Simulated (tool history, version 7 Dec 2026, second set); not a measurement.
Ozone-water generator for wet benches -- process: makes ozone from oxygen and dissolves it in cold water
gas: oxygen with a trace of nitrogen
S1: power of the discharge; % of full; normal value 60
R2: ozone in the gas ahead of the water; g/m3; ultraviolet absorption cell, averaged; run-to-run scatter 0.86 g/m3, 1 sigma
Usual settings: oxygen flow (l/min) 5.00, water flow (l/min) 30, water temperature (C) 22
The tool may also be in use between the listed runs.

run 1 hour=0.0 | S1=60 oxygen_flow_(l/min)=5.00 water_flow_(l/min)=30 water_temperature_(C)=22 | dissolved_ozone_(ppm)=11.7 R2=140.3
run 2 hour=133.3 | S1=60 oxygen_flow_(l/min)=5.00 water_flow_(l/min)=30 water_temperature_(C)=22 | dissolved_ozone_(ppm)=11.7 R2=139.6
run 3 hour=236.0 | S1=60 oxygen_flow_(l/min)=5.00 water_flow_(l/min)=30 water_temperature_(C)=22 | dissolved_ozone_(ppm)=11.8 R2=139.8
run 4 hour=354.2 | S1=60 oxygen_flow_(l/min)=5.00 water_flow_(l/min)=30 water_temperature_(C)=22 | dissolved_ozone_(ppm)=11.9 R2=139.9
run 5 hour=450.8 | S1=60 oxygen_flow_(l/min)=5.00 water_flow_(l/min)=45 water_temperature_(C)=22 | dissolved_ozone_(ppm)=8.6 R2=140.1
run 6 hour=526.6 | S1=60 oxygen_flow_(l/min)=5.00 water_flow_(l/min)=28 water_temperature_(C)=22 | dissolved_ozone_(ppm)=12.4 R2=140.9
run 7 hour=630.3 | S1=60 oxygen_flow_(l/min)=8.27 water_flow_(l/min)=30 water_temperature_(C)=22 | dissolved_ozone_(ppm)=11.7 R2=103.9
run 8 hour=720.3 | S1=60 oxygen_flow_(l/min)=5.00 water_flow_(l/min)=30 water_temperature_(C)=22 | dissolved_ozone_(ppm)=11.9 R2=139.0
run 9 hour=784.9 | S1=60 oxygen_flow_(l/min)=5.00 water_flow_(l/min)=30 water_temperature_(C)=22 | dissolved_ozone_(ppm)=11.7 R2=138.7
run 10 hour=854.5 | S1=60 oxygen_flow_(l/min)=5.00 water_flow_(l/min)=30 water_temperature_(C)=22 | dissolved_ozone_(ppm)=11.6 R2=140.6
run 11 hour=953.3 | S1=60 oxygen_flow_(l/min)=5.00 water_flow_(l/min)=30 water_temperature_(C)=22 | dissolved_ozone_(ppm)=11.8 R2=138.0
run 12 hour=1093.7 | S1=60 oxygen_flow_(l/min)=5.00 water_flow_(l/min)=30 water_temperature_(C)=22 | dissolved_ozone_(ppm)=12.0 R2=140.7
run 13 hour=1168.9 | S1=65 oxygen_flow_(l/min)=5.00 water_flow_(l/min)=30 water_temperature_(C)=22 | dissolved_ozone_(ppm)=12.3 R2=147.5
run 14 hour=1233.8 | S1=65 oxygen_flow_(l/min)=5.00 water_flow_(l/min)=30 water_temperature_(C)=22 | dissolved_ozone_(ppm)=12.5 R2=149.6
run 15 hour=1312.2 | S1=48 oxygen_flow_(l/min)=5.00 water_flow_(l/min)=30 water_temperature_(C)=22 | dissolved_ozone_(ppm)=9.9 R2=118.2
run 16 hour=1399.0 | S1=60 oxygen_flow_(l/min)=5.00 water_flow_(l/min)=30 water_temperature_(C)=22 | dissolved_ozone_(ppm)=11.7 R2=138.6
run 17 hour=1501.1 | S1=60 oxygen_flow_(l/min)=5.00 water_flow_(l/min)=30 water_temperature_(C)=22 | dissolved_ozone_(ppm)=11.8 R2=140.1
run 18 hour=1585.4 | S1=60 oxygen_flow_(l/min)=5.00 water_flow_(l/min)=30 water_temperature_(C)=22 | dissolved_ozone_(ppm)=12.0 R2=140.8
run 19 hour=1667.0 | S1=65 oxygen_flow_(l/min)=6.80 water_flow_(l/min)=30 water_temperature_(C)=22 | dissolved_ozone_(ppm)=12.4 R2=122.4
run 20 hour=1743.4 | S1=60 oxygen_flow_(l/min)=8.42 water_flow_(l/min)=30 water_temperature_(C)=20 | dissolved_ozone_(ppm)=11.9 R2=100.8
run 21 hour=1811.2 | S1=59 oxygen_flow_(l/min)=8.28 water_flow_(l/min)=44 water_temperature_(C)=20 | dissolved_ozone_(ppm)=8.9 R2=101.7
run 22 hour=1947.1 | S1=59 oxygen_flow_(l/min)=8.28 water_flow_(l/min)=44 water_temperature_(C)=19 | dissolved_ozone_(ppm)=9.1 R2=100.8
run 23 hour=2050.6 | S1=60 oxygen_flow_(l/min)=8.16 water_flow_(l/min)=19 water_temperature_(C)=22 | dissolved_ozone_(ppm)=15.2 R2=102.1
run 24 hour=2141.8 | S1=60 oxygen_flow_(l/min)=8.16 water_flow_(l/min)=19 water_temperature_(C)=22 | dissolved_ozone_(ppm)=15.1 R2=103.7
run 25 hour=2242.3 | S1=60 oxygen_flow_(l/min)=8.16 water_flow_(l/min)=19 water_temperature_(C)=22 | dissolved_ozone_(ppm)=14.7 R2=104.9
run 26 hour=2353.9 | S1=60 oxygen_flow_(l/min)=8.16 water_flow_(l/min)=19 water_temperature_(C)=22 | dissolved_ozone_(ppm)=15.2 R2=104.7
-- hour=2392.0 contactor cleaned
run 27 hour=2442.0 | S1=60 oxygen_flow_(l/min)=6.21 water_flow_(l/min)=38 water_temperature_(C)=22 | dissolved_ozone_(ppm)=9.8 R2=122.0
-- hour=2454.7 water thermometer calibrated
run 28 hour=2512.6 | S1=60 oxygen_flow_(l/min)=4.98 water_flow_(l/min)=30 water_temperature_(C)=19 | dissolved_ozone_(ppm)=12.4 R2=140.0
run 29 hour=2614.4 | S1=60 oxygen_flow_(l/min)=4.98 water_flow_(l/min)=30 water_temperature_(C)=19 | dissolved_ozone_(ppm)=12.2 R2=139.6
run 30 hour=2744.8 | S1=60 oxygen_flow_(l/min)=4.98 water_flow_(l/min)=30 water_temperature_(C)=19 | dissolved_ozone_(ppm)=12.1 R2=139.8
run 31 hour=2814.8 | S1=60 oxygen_flow_(l/min)=4.98 water_flow_(l/min)=30 water_temperature_(C)=19 | dissolved_ozone_(ppm)=12.1 R2=140.3
run 32 hour=2875.0 | S1=60 oxygen_flow_(l/min)=4.98 water_flow_(l/min)=30 water_temperature_(C)=19 | dissolved_ozone_(ppm)=12.5 R2=140.3
run 33 hour=2936.9 | S1=75 oxygen_flow_(l/min)=4.98 water_flow_(l/min)=30 water_temperature_(C)=16 | dissolved_ozone_(ppm)=15.1 R2=165.3

Below are 4 alternative next runs, each starting from the tool's condition after run 33. Predict each:
run A hour=3078.6 | S1=60 oxygen_flow_(l/min)=5.00 water_flow_(l/min)=31 water_temperature_(C)=22 | dissolved_ozone_(ppm)=? R2=?
run B hour=3078.6 | S1=96 oxygen_flow_(l/min)=5.00 water_flow_(l/min)=30 water_temperature_(C)=22 | dissolved_ozone_(ppm)=? R2=?
run C hour=3078.6 | S1=55 oxygen_flow_(l/min)=4.98 water_flow_(l/min)=20 water_temperature_(C)=23 | dissolved_ozone_(ppm)=? R2=?
run D hour=3078.6 | S1=78 oxygen_flow_(l/min)=4.98 water_flow_(l/min)=19 water_temperature_(C)=28 | dissolved_ozone_(ppm)=? R2=?

run=A dissolved_ozone_(ppm)=11.4 R2=140.8
run=B dissolved_ozone_(ppm)=17.1 R2=202.3
run=C dissolved_ozone_(ppm)=14.6 R2=132.0
run=D dissolved_ozone_(ppm)=17.9 R2=170.3
Stripped of hidden state, with their random variation kept, the same runs would have yielded:
run=A dissolved_ozone_(ppm)=11.4 R2=141.1
run=B dissolved_ozone_(ppm)=17.2 R2=202.8
run=C dissolved_ozone_(ppm)=14.6 R2=132.2
run=D dissolved_ozone_(ppm)=17.9 R2=170.6
